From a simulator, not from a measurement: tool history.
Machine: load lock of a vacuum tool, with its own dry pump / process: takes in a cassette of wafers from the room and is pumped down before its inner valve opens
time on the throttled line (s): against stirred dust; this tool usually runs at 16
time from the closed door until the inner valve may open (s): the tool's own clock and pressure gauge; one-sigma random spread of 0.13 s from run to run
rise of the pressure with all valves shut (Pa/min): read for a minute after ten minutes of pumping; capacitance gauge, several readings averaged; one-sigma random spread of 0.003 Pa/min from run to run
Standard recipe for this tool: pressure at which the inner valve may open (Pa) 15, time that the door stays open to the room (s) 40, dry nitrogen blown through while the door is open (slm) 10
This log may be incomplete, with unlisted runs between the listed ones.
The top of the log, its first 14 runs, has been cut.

| run | hour | time on the throttled line (s) | pressure at which the inner valve may open (Pa) | time that the door stays open to the room (s) | dry nitrogen blown through while the door is open (slm) | incoming humidity of the room's air, % | time from the closed door until the inner valve may open (s) | rise of the pressure with all valves shut (Pa/min) |
|---|---|---|---|---|---|---|---|---|
| 15 | 2396.7 | 16 | 15 | 40 | 15 | 44.7 | 26.3 | 0.058 |
| 16 | 2499.5 | 16 | 15 | 40 | 15 | 42.8 | 26.2 | 0.061 |
| 17 | 2720.6 | 16 | 15 | 40 | 15 | 41 | 26.4 | 0.06 |
| 18 | 2850.2 | 16 | 15 | 40 | 15 | 46.8 | 26.1 | 0.066 |
| 19 | 3077.6 | 16 | 15 | 40 | 9 | 46.1 | 26.4 | 0.072 |
| 20 | 3215 | 16 | 15 | 40 | 9 | 44.9 | 26.2 | 0.068 |
| 21 | 3385.5 | 16 | 15 | 64 | 5 | 44.2 | 26.4 | 0.083 |
| 22 | 3571.3 | 11 | 21 | 40 | 36 | 41.9 | 21.3 | 0.057 |
| 23 | 3778.4 | 16 | 17 | 77 | 10 | 43.7 | 26.1 | 0.09 |
| 24 | 3973.4 | 16 | 17 | 77 | 10 | 45.2 | 26.2 | 0.089 |
| 25 | 4128.3 | 16 | 16 | 77 | 10 | 47.1 | 26.2 | 0.096 |
| 26 | 4244.8 | 16 | 16 | 77 | 10 | 45.4 | 26.3 | 0.092 |
| 27 | 4437.1 | 16 | 16 | 77 | 10 | 47 | 26.5 | 0.092 |
| 28 | 4656.5 | 10 | 25 | 67 | 17 | 43 | 20.7 | 0.083 |
| 29 | 4782.1 | 10 | 25 | 67 | 17 | 45.5 | 20.4 | 0.089 |
| 30 | 4911.3 | 16 | 14 | 40 | 10 | 45.4 | 26.7 | 0.082 |
| 31 | 5058.2 | 16 | 14 | 40 | 10 | 42.1 | 27 | 0.084 |
| 32 | 5275 | 32 | 14 | 40 | 18 | 44.9 | 40.4 | 0.078 |
| 33 | 5404 | 32 | 14 | 40 | 33 | 44.8 | 40.5 | 0.07 |
| 34 | 5536.1 | 25 | 15 | 40 | 7 | 47.5 | 34.6 | 0.089 |
| 35 | 5651.3 | 12 | 19 | 104 | 25 | 44.5 | 22.8 | 0.09 |
| 36 | 5862 | 16 | 15 | 40 | 32 | 42.6 | 26.6 | 0.071 |
| 37 | 6042 | 20 | 28 | 43 | 13 | 44.3 | 29.5 | 0.086 |
| 38 | 6172.1 | 20 | 28 | 43 | 13 | 45.9 | 29.5 | 0.083 |

Forecast each of these 3 alternatives for the next run:
| A | 6320.1 | 20 | 18 | 35 | 13 | 44.6 | ? | ? |
| B | 6320.1 | 20 | 28 | 43 | 13 | 43.1 | ? | ? |
| C | 6320.1 | 25 | 28 | 43 | 13 | 44.3 | ? | ? |

| run | time from the closed door until the inner valve may open (s) | rise of the pressure with all valves shut (Pa/min) |
|---|---|---|
| A | 29.9 | 0.084 |
| B | 29.2 | 0.089 |
| C | 33.8 | 0.088 |
Without the tool's unlogged condition, the same runs would have read:
| run | time from the closed door until the inner valve may open (s) | rise of the pressure with all valves shut (Pa/min) |
|---|---|---|
| A | 28.2 | 0.028 |
| B | 27.6 | 0.034 |
| C | 32.3 | 0.033 |
